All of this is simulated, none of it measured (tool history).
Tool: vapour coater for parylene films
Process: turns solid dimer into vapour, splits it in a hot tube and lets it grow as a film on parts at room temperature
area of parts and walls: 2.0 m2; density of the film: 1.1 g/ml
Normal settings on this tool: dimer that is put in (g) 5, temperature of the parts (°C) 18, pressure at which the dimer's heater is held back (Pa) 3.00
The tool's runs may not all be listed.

run	hour	dimer that is put in (g)	temperature of the parts (°C)	pressure at which the dimer's heater is held back (Pa)	thickness of the film (um)
1	0.0	5	18	3.00	1.53
2	16.4	5	18	9.95	1.18
3	30.2	5	18	9.95	1.20
4	48.5	5	18	9.95	1.16
5	66.7	5	18	7.37	1.24
6	80.3	5	18	7.37	1.23
7	103.0	5	18	7.37	1.23

Expected results for the next run?
8	122.5	5	18	7.37	?

Run 8 yielded thickness of the film (um) 1.24.
With no hidden state in the tool, this same run would have given thickness of the film (um) 1.37.
